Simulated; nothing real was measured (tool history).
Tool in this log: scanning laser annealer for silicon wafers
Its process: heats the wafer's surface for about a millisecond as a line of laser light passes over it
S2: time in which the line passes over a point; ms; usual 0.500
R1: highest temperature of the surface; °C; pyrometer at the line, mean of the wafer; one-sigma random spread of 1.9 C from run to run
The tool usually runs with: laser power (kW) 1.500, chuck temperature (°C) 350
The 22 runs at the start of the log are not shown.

Run 23, day 45.796: usual settings but laser power (kW) 1.600. Result: R1 1147 °C.
Run 24, day 48.050: usual settings but S2 0.417 ms. Result: R1 1017 °C.
Run 25, day 50.179: usual settings but laser power (kW) 1.513, S2 0.379 ms, chuck temperature (°C) 332. Result: R1 969 °C.
Run 26, day 52.646: usual settings but laser power (kW) 1.513, S2 0.379 ms, chuck temperature (°C) 332. Result: R1 966 °C.
Run 27, day 54.633: usual settings but laser power (kW) 1.485, chuck temperature (°C) 310. Result: R1 1040 °C.
Run 28, day 56.804: usual settings but laser power (kW) 1.485, chuck temperature (°C) 310. Result: R1 1038 °C.
Run 29, day 59.212: usual settings but laser power (kW) 1.380, S2 0.433 ms, chuck temperature (°C) 360. Result: R1 978 °C.
Run 30, day 60.617: usual settings but laser power (kW) 1.380, S2 0.433 ms, chuck temperature (°C) 360. Result: R1 982 °C.
Run 31, day 62.354: usual settings but laser power (kW) 1.649, S2 0.499 ms, chuck temperature (°C) 327. Result: R1 1135 °C.
Run 32, day 64.342: usual settings but laser power (kW) 1.649, S2 0.364 ms, chuck temperature (°C) 327. Result: R1 1000 °C.
At day 64.692: window over the wafer cleaned.
At day 65.946: optics aligned, line set to its width.
Run 33, day 67.792: usual settings but laser power (kW) 1.649, S2 0.364 ms, chuck temperature (°C) 327. Result: R1 1019 °C.

Predict each of these 4 candidate next runs independently; none follows another, all start after run 33:
Run A, day 70.342: usual settings but S2 0.539 ms. Result: R1 ?.
Run B, day 70.342: usual settings but laser power (kW) 1.649, S2 0.364 ms, chuck temperature (°C) 335. Result: R1 ?.
Run C, day 70.342: usual settings but laser power (kW) 1.649, S2 0.364 ms, chuck temperature (°C) 384. Result: R1 ?.
Run D, day 70.342: usual settings but laser power (kW) 1.297, S2 0.517 ms, chuck temperature (°C) 318. Result: R1 ?.

run    R1
  A  1139
  B  1029
  C  1075
  D   977
Without the tool's hidden state the same runs would have given:
run    R1
  A  1138
  B  1028
  C  1074
  D   976
